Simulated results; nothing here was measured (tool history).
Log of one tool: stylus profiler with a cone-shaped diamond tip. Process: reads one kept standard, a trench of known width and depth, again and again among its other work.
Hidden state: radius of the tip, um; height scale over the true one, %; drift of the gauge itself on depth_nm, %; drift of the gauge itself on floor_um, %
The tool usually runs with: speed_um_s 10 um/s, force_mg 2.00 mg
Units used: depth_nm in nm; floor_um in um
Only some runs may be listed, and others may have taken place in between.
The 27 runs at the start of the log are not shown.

run	day	speed_um_s	force_mg	scans with this tip	hours of work since the height scale was calibrated	depth_nm	floor_um
28	22.833	30	2.49	7466	737	504.39	96.32
29	23.767	2	5.58	7574	748	508.47	96.57
30	24.954	2	5.58	7711	761	508.47	96.51
31	25.529	14	1.91	7777	768	503.62	96.40
32	26.738	14	1.91	7916	781	503.60	96.36
33	27.629	14	1.91	8019	791	503.66	96.39
34	28.754	14	1.91	8149	804	503.57	96.36
35	29.267	10	1.67	8208	810	503.06	96.36
36	30.417	10	1.67	8340	823	503.16	96.43
37	31.429	2	4.88	8457	835	507.46	96.40
38	32.517	37	4.28	8582	847	506.71	96.24
39	33.717	10	3.31	8721	861	505.20	96.42
40	34.812	30	1.40	8847	873	502.44	96.22
41	35.992	30	1.40	8982	887	502.50	96.18
42	36.792	5	3.01	9075	896	504.97	96.35
43	38.000	10	0.96	9214	909	501.33	96.30
44	38.688	11	1.56	9293	917	502.80	96.29
45	39.250	11	1.56	9358	924	502.55	96.30
46	39.933	14	0.76	9437	931	500.83	96.20
47	40.433	11	3.97	9494	937	506.09	96.26

Consider 4 possible next runs. They are alternatives, not a sequence: every one starts from the tool as it was left by run 47. What does each give?
A	41.238	10	5.60	9587	946	?	?
B	41.238	5	0.86	9587	946	?	?
C	41.238	21	3.50	9587	946	?	?
D	41.238	14	2.00	9587	946	?	?

run	depth_nm	floor_um
A	508.23	96.25
B	501.22	96.32
C	505.84	96.28
D	503.47	96.24
Without the tool's unlogged condition, the same runs would have read:
run	depth_nm	floor_um
A	509.77	97.27
B	502.74	97.34
C	507.37	97.29
D	505.00	97.26
